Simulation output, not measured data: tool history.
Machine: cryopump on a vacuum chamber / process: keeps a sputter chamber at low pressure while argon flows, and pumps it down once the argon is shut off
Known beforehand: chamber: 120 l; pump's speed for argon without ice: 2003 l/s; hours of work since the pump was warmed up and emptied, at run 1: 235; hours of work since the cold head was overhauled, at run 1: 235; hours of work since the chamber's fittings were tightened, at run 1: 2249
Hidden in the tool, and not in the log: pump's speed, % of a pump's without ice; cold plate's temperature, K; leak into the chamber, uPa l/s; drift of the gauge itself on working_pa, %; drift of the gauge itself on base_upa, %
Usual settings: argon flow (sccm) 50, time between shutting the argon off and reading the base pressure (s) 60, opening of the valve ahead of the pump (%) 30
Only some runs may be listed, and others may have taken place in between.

run	hour	argon flow (sccm)	time between shutting the argon off and reading the base pressure (s)	opening of the valve ahead of the pump (%)	hours of work since the pump was warmed up and emptied	hours of work since the cold head was overhauled	hours of work since the chamber's fittings were tightened	pressure while argon flows (Pa)	pressure after the wait (uPa)
1	0.0	50	60	30	235	235	2249	0.1452	1.23
2	14.8	50	60	30	248	248	2262	0.1454	1.23
3	29.7	50	60	30	261	261	2274	0.1450	1.23
4	44.3	50	60	54	274	274	2287	0.0831	1.18
5	56.3	50	60	30	284	284	2297	0.1470	1.25
6	72.5	50	60	30	298	298	2311	0.1468	1.27
7	86.5	75	60	30	310	310	2323	0.2211	1.26
8	99.8	75	60	30	321	321	2335	0.2205	1.26
9	113.6	75	60	30	333	333	2347	0.2208	1.25
10	129.0	50	60	30	347	347	2360	0.1485	1.27
11	140.9	50	60	19	357	357	2370	0.2297	1.23
12	154.7	50	60	19	369	369	2382	0.2281	1.25
13	175.3	50	211	46	386	386	2400	0.0999	0.73
14	191.1	50	211	46	400	400	2414	0.1001	0.69
15	207.3	62	71	43	414	414	2428	0.1321	1.16
16	217.5	78	60	18	423	423	2436	0.3805	1.30
17	232.4	78	60	18	436	436	2449	0.3790	1.29
18	242.2	23	51	25	444	444	2458	0.0822	1.42
19	258.7	54	60	30	458	458	2472	0.1629	1.26
20	271.5	60	189	57	469	469	2483	0.1008	0.78
21	291.0	60	111	57	486	486	2500	0.1010	0.91
22	309.4	27	21	30	502	502	2516	0.0813	2.83
23	325.4	27	21	30	516	516	2529	0.0811	2.74

What does the tool deliver on the next run?
24	339.9	27	21	30	528	528	2542	?	?

pressure while argon flows (Pa): 0.0826
pressure after the wait (uPa): 2.82
The same run, on a tool lacking any hidden state, would have yielded pressure while argon flows (Pa) 0.0763, pressure after the wait (uPa) 2.43.
